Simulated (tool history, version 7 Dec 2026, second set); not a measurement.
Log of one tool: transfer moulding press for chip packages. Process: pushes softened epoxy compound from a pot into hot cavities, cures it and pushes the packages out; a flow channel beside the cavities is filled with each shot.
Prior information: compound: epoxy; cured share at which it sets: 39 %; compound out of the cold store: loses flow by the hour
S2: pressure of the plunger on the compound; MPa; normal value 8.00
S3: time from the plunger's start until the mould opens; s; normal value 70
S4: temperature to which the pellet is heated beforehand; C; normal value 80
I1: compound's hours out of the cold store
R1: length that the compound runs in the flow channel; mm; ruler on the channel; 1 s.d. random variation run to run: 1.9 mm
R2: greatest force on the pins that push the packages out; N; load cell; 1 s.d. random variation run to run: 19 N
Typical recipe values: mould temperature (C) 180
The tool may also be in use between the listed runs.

{"run": 1, "hour": 0.0, "mould temperature (C)": 180, "S2": 8.0, "S3": 70, "S4": 80, "I1": 27.0, "R1": 677, "R2": 1275}
{"run": 2, "hour": 45.8, "mould temperature (C)": 180, "S2": 8.0, "S3": 70, "S4": 87, "I1": 14.0, "R1": 713, "R2": 1589}
{"hour": 68.9, "done": "cavities cleaned with cleaning compound and waxed"}
{"run": 3, "hour": 103.5, "mould temperature (C)": 180, "S2": 8.0, "S3": 70, "S4": 87, "I1": 24.5, "R1": 679, "R2": 1252}
{"run": 4, "hour": 163.8, "mould temperature (C)": 180, "S2": 8.0, "S3": 70, "S4": 87, "I1": 19.7, "R1": 686, "R2": 1614}
{"hour": 172.2, "done": "cavities cleaned with cleaning compound and waxed"}
{"run": 5, "hour": 229.3, "mould temperature (C)": 188, "S2": 8.0, "S3": 70, "S4": 87, "I1": 24.9, "R1": 652, "R2": 899}
{"run": 6, "hour": 269.0, "mould temperature (C)": 188, "S2": 8.0, "S3": 70, "S4": 87, "I1": 41.3, "R1": 610, "R2": 953}
{"hour": 276.6, "done": "cavities cleaned with cleaning compound and waxed"}
{"run": 7, "hour": 309.6, "mould temperature (C)": 188, "S2": 8.0, "S3": 70, "S4": 85, "I1": 19.6, "R1": 665, "R2": 782}
{"run": 8, "hour": 371.9, "mould temperature (C)": 180, "S2": 8.05, "S3": 70, "S4": 80, "I1": 30.6, "R1": 648, "R2": 1545}
{"hour": 379.3, "done": "cavities cleaned with cleaning compound and waxed"}
{"hour": 397.4, "done": "plunger's sealing rings changed"}
{"run": 9, "hour": 439.9, "mould temperature (C)": 180, "S2": 8.0, "S3": 70, "S4": 80, "I1": 34.2, "R1": 666, "R2": 1390}
{"hour": 485.8, "done": "cavities cleaned with cleaning compound and waxed"}
{"run": 10, "hour": 510.0, "mould temperature (C)": 180, "S2": 9.28, "S3": 70, "S4": 80, "I1": 31.0, "R1": 722, "R2": 1138}
{"run": 11, "hour": 558.0, "mould temperature (C)": 184, "S2": 9.28, "S3": 70, "S4": 80, "I1": 47.3, "R1": 664, "R2": 1069}
{"hour": 588.3, "done": "cavities cleaned with cleaning compound and waxed"}
{"run": 12, "hour": 615.2, "mould temperature (C)": 180, "S2": 8.0, "S3": 70, "S4": 80, "I1": 41.2, "R1": 638, "R2": 1125}
{"run": 13, "hour": 661.0, "mould temperature (C)": 180, "S2": 8.0, "S3": 70, "S4": 80, "I1": 15.7, "R1": 703, "R2": 1568}
{"hour": 692.6, "done": "cavities cleaned with cleaning compound and waxed"}
{"run": 14, "hour": 706.3, "mould temperature (C)": 180, "S2": 7.22, "S3": 70, "S4": 80, "I1": 41.2, "R1": 599, "R2": 967}
{"run": 15, "hour": 773.6, "mould temperature (C)": 180, "S2": 7.22, "S3": 82, "S4": 70, "I1": 37.1, "R1": 609, "R2": 1027}
{"hour": 795.8, "done": "cavities cleaned with cleaning compound and waxed"}
{"run": 16, "hour": 807.6, "mould temperature (C)": 179, "S2": 7.22, "S3": 67, "S4": 70, "I1": 9.4, "R1": 683, "R2": 1377}
{"hour": 828.6, "done": "mould's thermocouples calibrated"}
{"run": 17, "hour": 861.3, "mould temperature (C)": 178, "S2": 7.22, "S3": 67, "S4": 70, "I1": 35.0, "R1": 613, "R2": 1868}
{"hour": 897.2, "done": "cavities cleaned with cleaning compound and waxed"}
{"run": 18, "hour": 934.9, "mould temperature (C)": 178, "S2": 9.87, "S3": 57, "S4": 70, "I1": 43.5, "R1": 686, "R2": 2336}
{"run": 19, "hour": 981.8, "mould temperature (C)": 172, "S2": 7.71, "S3": 70, "S4": 80, "I1": 32.2, "R1": 647, "R2": 2464}
{"hour": 998.0, "done": "cavities cleaned with cleaning compound and waxed"}
{"hour": 1048.9, "done": "plunger's sealing rings changed"}
{"run": 20, "hour": 1057.5, "mould temperature (C)": 172, "S2": 7.71, "S3": 70, "S4": 80, "I1": 18.2, "R1": 720, "R2": 2321}
{"run": 21, "hour": 1093.7, "mould temperature (C)": 182, "S2": 9.49, "S3": 70, "S4": 88, "I1": 13.1, "R1": 790, "R2": 1384}
{"hour": 1101.0, "done": "cavities cleaned with cleaning compound and waxed"}
{"run": 22, "hour": 1125.8, "mould temperature (C)": 182, "S2": 9.49, "S3": 70, "S4": 88, "I1": 9.5, "R1": 799, "R2": 1046}
{"run": 23, "hour": 1197.5, "mould temperature (C)": 180, "S2": 6.11, "S3": 70, "S4": 80, "I1": 46.6, "R1": 550, "R2": 1488}
{"hour": 1205.9, "done": "cavities cleaned with cleaning compound and waxed"}
{"run": 24, "hour": 1271.4, "mould temperature (C)": 180, "S2": 7.17, "S3": 105, "S4": 79, "I1": 42.1, "R1": 601, "R2": 738}
{"hour": 1308.7, "done": "cavities cleaned with cleaning compound and waxed"}
{"run": 25, "hour": 1321.1, "mould temperature (C)": 180, "S2": 7.17, "S3": 105, "S4": 79, "I1": 33.9, "R1": 621, "R2": 534}
{"run": 26, "hour": 1369.7, "mould temperature (C)": 187, "S2": 8.0, "S3": 84, "S4": 84, "I1": 28.7, "R1": 654, "R2": 753}

3 ways to go on from here, each from the tool as it stands after run 26. What would each give?
{"hour": 1409.1, "done": "cavities cleaned with cleaning compound and waxed"}
{"run": "A", "hour": 1409.1, "mould temperature (C)": 174, "S2": 8.0, "S3": 70, "S4": 74, "I1": 27.1, "R1": "?", "R2": "?"}
{"hour": 1409.1, "done": "cavities cleaned with cleaning compound and waxed"}
{"run": "B", "hour": 1409.1, "mould temperature (C)": 180, "S2": 8.0, "S3": 62, "S4": 76, "I1": 47.0, "R1": "?", "R2": "?"}
{"hour": 1409.1, "done": "cavities cleaned with cleaning compound and waxed"}
{"run": "C", "hour": 1409.1, "mould temperature (C)": 182, "S2": 8.44, "S3": 107, "S4": 80, "I1": 19.3, "R1": "?", "R2": "?"}

run=A R1=681 R2=1356
run=B R1=619 R2=1215
run=C R1=704 R2=469
Without the tool's unlogged condition, the same runs would have read:
run=A R1=704 R2=1350
run=B R1=639 R2=1210
run=C R1=728 R2=455
